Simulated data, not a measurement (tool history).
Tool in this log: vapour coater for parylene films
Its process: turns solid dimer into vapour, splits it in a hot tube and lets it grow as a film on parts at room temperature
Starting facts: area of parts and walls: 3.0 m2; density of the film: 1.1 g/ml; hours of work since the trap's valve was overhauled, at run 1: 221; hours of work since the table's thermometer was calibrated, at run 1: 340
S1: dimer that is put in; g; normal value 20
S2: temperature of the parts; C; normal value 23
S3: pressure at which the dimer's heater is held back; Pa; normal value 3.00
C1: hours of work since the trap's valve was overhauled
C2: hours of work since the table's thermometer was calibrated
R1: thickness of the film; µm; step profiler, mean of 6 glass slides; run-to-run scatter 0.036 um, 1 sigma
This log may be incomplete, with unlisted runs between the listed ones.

| run | hour | S1 | S2 | S3 | C1 | C2 | R1 |
|---|---|---|---|---|---|---|---|
| 1 | 0.0 | 20 | 23 | 3.00 | 221 | 340 | 3.85 |
| 2 | 31.8 | 20 | 23 | 3.00 | 235 | 355 | 3.82 |
| 3 | 62.7 | 20 | 23 | 2.20 | 249 | 369 | 3.86 |
|  | 82.2 | trap's valve overhauled |
| 4 | 84.5 | 20 | 23 | 2.20 | 1 | 377 | 4.45 |
| 5 | 104.3 | 20 | 23 | 2.20 | 10 | 386 | 4.47 |
| 6 | 124.3 | 20 | 23 | 2.20 | 19 | 395 | 4.38 |
| 7 | 145.7 | 20 | 23 | 2.20 | 29 | 405 | 4.38 |
| 8 | 180.0 | 20 | 23 | 2.20 | 45 | 421 | 4.37 |
| 9 | 203.8 | 20 | 23 | 2.20 | 56 | 432 | 4.27 |
| 10 | 241.2 | 9 | 23 | 2.20 | 73 | 449 | 1.95 |
| 11 | 270.8 | 9 | 23 | 2.20 | 86 | 462 | 1.92 |
| 12 | 288.7 | 20 | 23 | 3.00 | 94 | 470 | 4.12 |
| 13 | 325.8 | 11 | 20 | 3.00 | 111 | 487 | 2.49 |
| 14 | 341.7 | 11 | 20 | 3.00 | 119 | 495 | 2.49 |
| 15 | 378.7 | 11 | 20 | 3.00 | 136 | 512 | 2.49 |
|  | 381.8 | table's thermometer calibrated |
| 16 | 410.2 | 14 | 19 | 3.00 | 149 | 13 | 3.29 |
| 17 | 445.9 | 14 | 16 | 4.28 | 166 | 29 | 3.50 |
| 18 | 483.6 | 9 | 23 | 4.52 | 183 | 47 | 1.67 |
| 19 | 505.7 | 32 | 23 | 11.15 | 193 | 57 | 5.33 |
| 20 | 537.9 | 15 | 17 | 2.77 | 208 | 71 | 3.79 |
| 21 | 556.2 | 34 | 31 | 2.77 | 216 | 80 | 4.72 |
|  | 580.2 | table's thermometer calibrated, once more |
| 22 | 580.2 | 34 | 31 | 2.77 | 227 | 0 | 4.53 |
| 23 | 613.6 | 15 | 29 | 3.03 | 242 | 15 | 2.12 |
| 24 | 631.8 | 15 | 29 | 3.03 | 250 | 24 | 2.16 |

Consider 3 possible next runs. They are alternatives, not a sequence: every one starts from the tool as it was left by run 24. What does each give?
|  | 649.0 | trap's valve overhauled |
| A | 651.9 | 20 | 25 | 2.38 | 1 | 31 | ? |
|  | 649.0 | trap's valve overhauled |
| B | 651.9 | 15 | 25 | 5.00 | 1 | 31 | ? |
|  | 649.0 | trap's valve overhauled |
| C | 651.9 | 9 | 19 | 3.68 | 1 | 31 | ? |

| run | R1 |
|---|---|
| A | 4.00 |
| B | 2.76 |
| C | 2.20 |
Without the tool's unlogged condition, the same runs would have read:
| run | R1 |
|---|---|
| A | 4.03 |
| B | 2.79 |
| C | 2.22 |

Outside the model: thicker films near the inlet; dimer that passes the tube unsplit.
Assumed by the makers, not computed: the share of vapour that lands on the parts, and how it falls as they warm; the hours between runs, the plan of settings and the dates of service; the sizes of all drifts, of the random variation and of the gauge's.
